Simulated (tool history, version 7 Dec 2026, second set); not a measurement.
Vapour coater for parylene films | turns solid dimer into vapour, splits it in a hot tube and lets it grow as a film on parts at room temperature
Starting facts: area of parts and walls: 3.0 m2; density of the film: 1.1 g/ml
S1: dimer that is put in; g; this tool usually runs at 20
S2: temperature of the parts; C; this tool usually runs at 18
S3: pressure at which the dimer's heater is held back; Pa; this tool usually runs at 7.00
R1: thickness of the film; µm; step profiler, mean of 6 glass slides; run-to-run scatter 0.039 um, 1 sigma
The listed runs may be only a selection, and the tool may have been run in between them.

run   hour  S1  S2     S3    R1
  1    0.0  20  18   7.00  4.03
  2   10.5  20  21   7.00  3.65
  3   26.6  20  21   7.00  3.66
  4   45.0  20  21   7.00  3.66
  5   68.8  20  21   7.00  3.74
  6   89.6  20  18   7.00  3.95
  7  101.5  20  18   7.00  3.96
  8  113.6  12  18   7.00  2.39
  9  124.0  12  18   7.00  2.41
 10  141.5  20  18   7.00  3.96
 11  165.3  20  18   7.00  3.99
 12  179.8  20  30   7.00  2.94
 13  199.5  20  30   7.00  2.84
 14  222.6  20  30   7.00  2.93
 15  242.1  30  13   7.81  6.53
 16  261.0  22  19   5.62  4.30
 17  285.2  22  25  11.59  3.32
 18  308.9  20  17  10.97  3.72
 19  333.6  12  17   2.72  2.77
 20  350.2  19  11   3.16  4.98
 21  361.4  19  11   3.16  5.13
 22  373.8  19  11   3.16  5.02
 23  397.4  20  12   8.25  4.40
 24  411.9  17  14   5.19  3.78
 25  422.1  17  14   5.19  3.88
 26  433.5  17  14   5.19  3.81
     449.1  -- trap's valve overhauled
 27  462.6  25  14   5.19  6.10
 28  478.6  12  14   5.19  2.95

What if the next run were any one of these 3? Each begins from the tool's condition after run 28:
  A  492.0  13  27  7.00   ?
  B  492.0  15  14  2.90   ?
  C  492.0  13  21  2.39   ?

run    R1
  A  2.17
  B  4.06
  C  2.93
Take away the tool's hidden state, keep each run's random variation, and the runs would have read:
run    R1
  A  2.18
  B  4.07
  C  2.94

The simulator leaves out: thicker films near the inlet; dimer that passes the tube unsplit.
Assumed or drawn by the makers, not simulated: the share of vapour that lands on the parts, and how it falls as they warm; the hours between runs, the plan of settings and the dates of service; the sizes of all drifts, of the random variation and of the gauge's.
